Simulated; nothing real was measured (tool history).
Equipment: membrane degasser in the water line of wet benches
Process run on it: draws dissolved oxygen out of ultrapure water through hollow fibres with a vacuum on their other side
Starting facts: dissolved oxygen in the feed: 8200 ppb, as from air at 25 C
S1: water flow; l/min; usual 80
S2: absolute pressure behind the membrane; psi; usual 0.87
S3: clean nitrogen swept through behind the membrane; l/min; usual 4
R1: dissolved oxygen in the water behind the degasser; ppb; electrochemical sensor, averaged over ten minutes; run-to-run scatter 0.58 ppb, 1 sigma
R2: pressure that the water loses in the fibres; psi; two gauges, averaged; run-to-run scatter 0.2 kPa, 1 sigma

run,hour,S1,S2,S3,R1,R2
1,0,80,0.87,4,130.5,6.615
2,58.2,80,0.87,4,132.2,6.651
3,107.7,80,0.87,6.15,89.9,6.691
4,153.9,95,0.87,4,153.9,7.915
5,210.1,95,0.87,4,155.2,7.936
6,246.8,80,0.87,3.7,140.4,6.704
7,273.7,80,0.87,3.7,139.7,6.649
8,315.1,80,1.4,4,287.4,6.688
9,364.7,117,0.87,4,188.9,9.694
10,413.5,117,0.87,4,189.6,9.713
11,460.1,80,0.87,4,131.9,6.714
12,493.6,80,0.87,4,131.7,6.609
13,546.3,80,0.87,4,131.8,6.717
14,578.1,80,0.87,3.48,148.6,6.689
15,616.9,80,0.87,3.48,147,6.646
16,675.1,80,0.87,4,130,6.68
17,718.4,81,0.87,4,133.3,6.776
18,772.7,52,0.87,4,88.6,4.326
19,824.1,52,0.87,4,88.5,4.324
20,874,100,1.561,4,403.9,8.303
21,911.7,100,1.249,1.8,549.7,8.385
22,969.1,100,0.949,1.8,351.2,8.376
23,1000.3,100,0.949,1.8,355.6,8.335
24,1050.1,100,0.628,1.8,134.5,8.393
25,1082.5,100,0.628,1.8,134.5,8.343
26,1127.8,100,0.628,1.98,126.3,8.392
27,1153.7,100,0.628,1.98,126,8.322
28,1202.7,77,0.666,1.98,121.2,6.414
29,1229,77,0.666,1.98,119.3,6.457
30,1277.7,80,0.629,9.41,28.4,6.673
31,1319.2,101,1.202,7.82,161.3,8.502
32,1358.3,58,1.533,7.82,134,4.849
33,1392.4,80,2.142,4,495.9,6.678

Some steps in R1, run to run, broken into two amounts with sign: the step expected even without the hidden condition (settings, incoming material, random variation), and the rest, left for the hidden condition together with whatever gauge scatter is not in both the measured and the hidden-condition-free result:
Unlogged tool condition in this case: membrane still open, %; true pressure behind the membrane over the reading, kPa; air that leaks in behind the membrane, l/min; drift of the gauge itself on oxygen_ppb, %; drift of the gauge itself on loss_of_pressure_kpa, %.
Run 19 -> 20: S1 52 -> 100, S2 0.87 -> 1.561. R1 +315.4 ppb: hidden state +3.2, all else +312.2.
Run 20 -> 21: S2 1.561 -> 1.249, S3 4 -> 1.8. R1 +145.8 ppb: hidden state +3.5, all else +142.3.
Run 23 -> 24: S2 0.949 -> 0.628. R1 -221.1 ppb: hidden state +0.8, all else -221.9.
Run 29 -> 30: S1 77 -> 80, S2 0.666 -> 0.629, S3 1.98 -> 9.41. R1 -90.9 ppb: hidden state -7.1, all else -83.8.
Run 32 -> 33: S1 58 -> 80, S2 1.533 -> 2.142, S3 7.82 -> 4. R1 +361.9 ppb: hidden state +4.1, all else +357.8.
